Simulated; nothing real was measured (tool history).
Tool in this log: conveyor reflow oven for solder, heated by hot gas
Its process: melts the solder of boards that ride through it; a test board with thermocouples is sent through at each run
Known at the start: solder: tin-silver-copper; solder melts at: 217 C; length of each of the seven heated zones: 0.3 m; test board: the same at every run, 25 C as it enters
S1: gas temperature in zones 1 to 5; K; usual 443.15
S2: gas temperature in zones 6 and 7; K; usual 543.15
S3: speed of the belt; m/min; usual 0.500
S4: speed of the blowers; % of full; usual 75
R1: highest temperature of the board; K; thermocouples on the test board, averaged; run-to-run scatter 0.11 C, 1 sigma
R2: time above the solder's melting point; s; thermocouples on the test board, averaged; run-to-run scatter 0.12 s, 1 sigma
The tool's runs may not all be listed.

Run 1, hour 0.0: usual settings. Result: R1 529.65 K, R2 57.7 s.
Run 2, hour 16.7: usual settings. Result: R1 530.15 K, R2 57.6 s.
Run 3, hour 34.5: usual settings. Result: R1 529.85 K, R2 57.4 s.
Run 4, hour 57.3: usual settings but S3 0.413 m/min. Result: R1 534.15 K, R2 74.1 s.
Run 5, hour 82.6: usual settings but S3 0.413 m/min. Result: R1 534.35 K, R2 74.4 s.
Run 6, hour 106.1: usual settings but S3 0.413 m/min. Result: R1 534.05 K, R2 74.3 s.
Run 7, hour 138.8: usual settings but S1 435.15 K. Result: R1 528.45 K, R2 54.4 s.
Run 8, hour 153.1: usual settings but S4 53 % of full. Result: R1 523.75 K, R2 52.1 s.
Run 9, hour 170.1: usual settings but S4 53 % of full. Result: R1 523.65 K, R2 52.2 s.
Run 10, hour 200.8: usual settings but S1 434.15 K. Result: R1 527.75 K, R2 54.2 s.
Run 11, hour 216.4: usual settings but S1 434.15 K. Result: R1 528.05 K, R2 53.9 s.
Run 12, hour 244.8: usual settings but S3 0.411 m/min. Result: R1 533.85 K, R2 74.1 s.
Run 13, hour 278.9: usual settings. Result: R1 530.65 K, R2 58.6 s.
Run 14, hour 307.3: usual settings but S3 0.566 m/min. Result: R1 527.05 K, R2 48.9 s.
Run 15, hour 334.7: usual settings but S1 434.15 K, S3 0.566 m/min. Result: R1 525.15 K, R2 45.4 s.
Run 16, hour 363.8: usual settings but S1 452.15 K, S2 542.15 K, S3 0.531 m/min, S4 52 % of full. Result: R1 522.85 K, R2 51.4 s.
Run 17, hour 382.2: usual settings but S1 434.15 K, S2 537.15 K. Result: R1 523.25 K, R2 51.3 s.
Run 18, hour 405.2: usual settings but S1 434.15 K, S2 546.15 K, S3 0.558 m/min, S4 76 % of full. Result: R1 528.35 K, R2 48.2 s.
Run 19, hour 439.9: usual settings but S1 434.15 K, S2 546.15 K, S3 0.558 m/min, S4 76 % of full. Result: R1 528.15 K, R2 48.1 s.
Run 20, hour 473.5: usual settings but S1 453.15 K, S2 541.15 K, S3 0.558 m/min, S4 55 % of full. Result: R1 521.25 K, R2 47.9 s.
Run 21, hour 508.0: usual settings but S1 445.15 K. Result: R1 529.85 K, R2 58.9 s.
Run 22, hour 537.4: usual settings but S2 534.15 K. Result: R1 521.15 K, R2 52.7 s.
Run 23, hour 563.1: usual settings but S2 534.15 K. Result: R1 521.05 K, R2 52.5 s.
Run 24, hour 581.9: usual settings but S1 454.15 K, S2 534.15 K, S3 0.414 m/min. Result: R1 526.15 K, R2 74.4 s.
Run 25, hour 606.1: usual settings but S1 454.15 K, S2 534.15 K, S3 0.589 m/min, S4 77 % of full. Result: R1 518.65 K, R2 45.0 s.
Run 26, hour 639.3: usual settings but S1 449.15 K, S3 0.505 m/min, S4 66 % of full. Result: R1 527.65 K, R2 57.6 s.
Run 27, hour 653.7: usual settings but S3 0.592 m/min, S4 87 % of full. Result: R1 526.25 K, R2 46.4 s.
Run 28, hour 673.2: usual settings but S1 450.15 K, S2 537.15 K. Result: R1 524.25 K, R2 57.2 s.
Run 29, hour 704.5: usual settings but S1 431.15 K, S3 0.574 m/min, S4 87 % of full. Result: R1 527.45 K, R2 46.5 s.
Run 30, hour 724.5: usual settings but S1 442.15 K, S2 538.15 K, S4 81 % of full. Result: R1 526.95 K, R2 57.0 s.

Missing from the log above: 2 entries noted between runs. For each, name the pair of listed runs it sits between and say how the tool's hidden condition differs from the listed run just before to the listed run just after:
Between runs 12 and 13: flux residue cleaned out of gas plates and filters (hour 260.1)
  heat that the gas passes to the board, % of a clean oven's: 91.8 -> 99.3; belt's true speed, % of the reading: 97.73 -> 97.68; true gas temperature in zones 6 and 7 over the reading, C: -1.44 -> -1.46
  measured result minus the result with no hidden state, R1: -2.20 -> -0.90 K; R2: +0.3 -> +1.1 s
Between runs 28 and 29: flux residue cleaned out of gas plates and filters (hour 696.2)
  heat that the gas passes to the board, % of a clean oven's: 91.7 -> 99.8; belt's true speed, % of the reading: 96.99 -> 96.95; true gas temperature in zones 6 and 7 over the reading, C: -1.77 -> -1.8
  measured result minus the result with no hidden state, R1: -2.30 -> -0.70 K; R2: +0.1 -> +1.2 s
